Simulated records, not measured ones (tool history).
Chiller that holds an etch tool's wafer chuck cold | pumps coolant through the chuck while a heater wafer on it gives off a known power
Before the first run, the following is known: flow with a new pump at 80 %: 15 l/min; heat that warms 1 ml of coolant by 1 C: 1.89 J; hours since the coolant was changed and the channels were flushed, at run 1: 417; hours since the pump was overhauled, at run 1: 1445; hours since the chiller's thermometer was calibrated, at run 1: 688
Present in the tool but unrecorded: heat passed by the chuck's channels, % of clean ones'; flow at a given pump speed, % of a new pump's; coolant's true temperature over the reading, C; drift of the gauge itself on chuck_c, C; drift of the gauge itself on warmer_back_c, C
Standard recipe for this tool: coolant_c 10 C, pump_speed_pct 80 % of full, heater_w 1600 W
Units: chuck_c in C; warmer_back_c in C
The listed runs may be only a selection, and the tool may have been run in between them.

| run | hour | coolant_c | pump_speed_pct | heater_w | hours since the coolant was changed and the channels were flushed | hours since the pump was overhauled | hours since the chiller's thermometer was calibrated | chuck_c | warmer_back_c |
|---|---|---|---|---|---|---|---|---|---|
| 1 | 0.0 | 10 | 80 | 1600 | 417 | 1445 | 688 | 19.3 | 3.42 |
| 2 | 21.0 | 10 | 80 | 1600 | 438 | 1466 | 709 | 18.9 | 3.42 |
| 3 | 61.2 | 10 | 80 | 1600 | 478 | 1506 | 749 | 19.0 | 3.41 |
| 4 | 106.4 | 2 | 80 | 1600 | 523 | 1552 | 794 | 11.3 | 3.43 |
| 5 | 133.5 | 10 | 64 | 1600 | 550 | 1579 | 822 | 20.8 | 4.27 |
| 6 | 158.6 | 10 | 80 | 1711 | 575 | 1604 | 847 | 19.7 | 3.62 |
| 7 | 181.4 | 10 | 80 | 1711 | 598 | 1627 | 869 | 19.7 | 3.63 |
| 8 | 208.2 | 10 | 80 | 1711 | 625 | 1653 | 896 | 19.7 | 3.67 |
| 9 | 241.7 | 10 | 80 | 1711 | 659 | 1687 | 930 | 19.7 | 3.67 |
| 10 | 286.4 | 10 | 80 | 1711 | 703 | 1731 | 974 | 19.8 | 3.68 |
| 11 | 315.1 | 10 | 60 | 1600 | 732 | 1760 | 1003 | 21.5 | 4.59 |
| 12 | 350.9 | 10 | 60 | 1600 | 768 | 1796 | 1039 | 21.5 | 4.61 |
| 13 | 379.1 | 10 | 60 | 1600 | 796 | 1824 | 1067 | 21.4 | 4.57 |
| 14 | 410.4 | 10 | 60 | 1600 | 827 | 1855 | 1098 | 21.4 | 4.59 |
| 15 | 446.3 | 10 | 60 | 1600 | 863 | 1891 | 1134 | 21.4 | 4.56 |
| 16 | 488.8 | 12 | 88 | 1719 | 906 | 1934 | 1177 | 21.0 | 3.37 |
| 17 | 524.4 | 12 | 88 | 1719 | 941 | 1969 | 1212 | 21.2 | 3.39 |
| 18 | 567.6 | 19 | 80 | 2017 | 984 | 2013 | 1256 | 30.3 | 4.36 |
| 19 | 596.6 | 1 | 65 | 1247 | 1013 | 2042 | 1285 | 9.3 | 3.35 |
| 20 | 640.9 | 14 | 80 | 1544 | 1058 | 2086 | 1329 | 22.8 | 3.38 |
| 21 | 686.1 | 14 | 80 | 1544 | 1103 | 2131 | 1374 | 22.6 | 3.37 |
| 22 | 714.5 | 14 | 80 | 1544 | 1131 | 2160 | 1403 | 22.7 | 3.40 |
| 23 | 740.3 | 14 | 80 | 1544 | 1157 | 2185 | 1428 | 22.9 | 3.43 |
|  | 756.7 | gauge calibrated |
| 24 | 779.5 | 14 | 80 | 1544 | 1196 | 2225 | 1468 | 22.9 | 3.32 |
| 25 | 827.5 | 14 | 76 | 1948 | 1244 | 2273 | 1516 | 25.8 | 4.36 |
| 26 | 867.0 | 13 | 90 | 1111 | 1284 | 2312 | 1555 | 18.7 | 2.13 |
| 27 | 898.7 | 6 | 80 | 1913 | 1316 | 2344 | 1587 | 16.9 | 4.06 |
| 28 | 926.2 | 18 | 82 | 1247 | 1343 | 2371 | 1614 | 24.8 | 2.59 |
| 29 | 953.0 | 18 | 82 | 1247 | 1370 | 2398 | 1641 | 24.9 | 2.60 |
| 30 | 991.6 | 2 | 66 | 1600 | 1409 | 2437 | 1680 | 12.4 | 4.12 |

Run by run, hidden condition taken away, random variation retained:
| run | warmer_back_c |
|---|---|
| 1 | 3.42 |
| 2 | 3.42 |
| 3 | 3.40 |
| 4 | 3.41 |
| 5 | 4.25 |
| 6 | 3.60 |
| 7 | 3.60 |
| 8 | 3.64 |
| 9 | 3.63 |
| 10 | 3.63 |
| 11 | 4.54 |
| 12 | 4.55 |
| 13 | 4.51 |
| 14 | 4.52 |
| 15 | 4.49 |
| 16 | 3.29 |
| 17 | 3.31 |
| 18 | 4.27 |
| 19 | 3.25 |
| 20 | 3.28 |
| 21 | 3.27 |
| 22 | 3.29 |
| 23 | 3.32 |
| 24 | 3.32 |
| 25 | 4.34 |
| 26 | 2.12 |
| 27 | 4.04 |
| 28 | 2.56 |
| 29 | 2.56 |
| 30 | 4.08 |
chuck_c without the hidden state stays within 0.1 C of what was measured, in all runs.
